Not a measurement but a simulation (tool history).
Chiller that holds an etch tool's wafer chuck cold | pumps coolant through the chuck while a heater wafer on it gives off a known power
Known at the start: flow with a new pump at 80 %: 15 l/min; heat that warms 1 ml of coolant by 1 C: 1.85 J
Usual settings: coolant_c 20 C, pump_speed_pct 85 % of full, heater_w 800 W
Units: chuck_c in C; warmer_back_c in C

| run | hour | coolant_c | pump_speed_pct | heater_w | chuck_c | warmer_back_c |
|---|---|---|---|---|---|---|
| 1 | 0.0 | 20 | 85 | 800 | 24.74 | 1.63 |
| 2 | 30.2 | 20 | 85 | 800 | 24.73 | 1.62 |
| 3 | 44.7 | 20 | 85 | 800 | 24.63 | 1.69 |
| 4 | 61.5 | 20 | 85 | 800 | 24.70 | 1.66 |
| 5 | 86.6 | 20 | 85 | 800 | 24.79 | 1.67 |
| 6 | 118.1 | 15 | 85 | 746 | 19.37 | 1.61 |
| 7 | 141.7 | 11 | 78 | 971 | 17.03 | 2.27 |
| 8 | 163.7 | 11 | 78 | 665 | 15.15 | 1.57 |
| 9 | 186.5 | 12 | 94 | 489 | 14.67 | 1.01 |
| 10 | 219.3 | 12 | 94 | 489 | 14.63 | 0.99 |

Measured less the same run without the tool's hidden state. The same run-to-run variation is in both; the gauge's scatter may not be:
The hidden state here: heat passed by the chuck's channels, % of clean ones'; flow at a given pump speed, % of a new pump's; coolant's true temperature over the reading, C; drift of the gauge itself on chuck_c, C; drift of the gauge itself on warmer_back_c, C.
| run | warmer_back_c |
|---|---|
| 1 | +0.00 |
| 2 | +0.02 |
| 3 | +0.03 |
| 4 | +0.04 |
| 5 | +0.06 |
| 6 | +0.07 |
| 7 | +0.09 |
| 8 | +0.11 |
| 9 | +0.12 |
| 10 | +0.14 |
chuck_c: within 0.03 C of the measured result in every run.

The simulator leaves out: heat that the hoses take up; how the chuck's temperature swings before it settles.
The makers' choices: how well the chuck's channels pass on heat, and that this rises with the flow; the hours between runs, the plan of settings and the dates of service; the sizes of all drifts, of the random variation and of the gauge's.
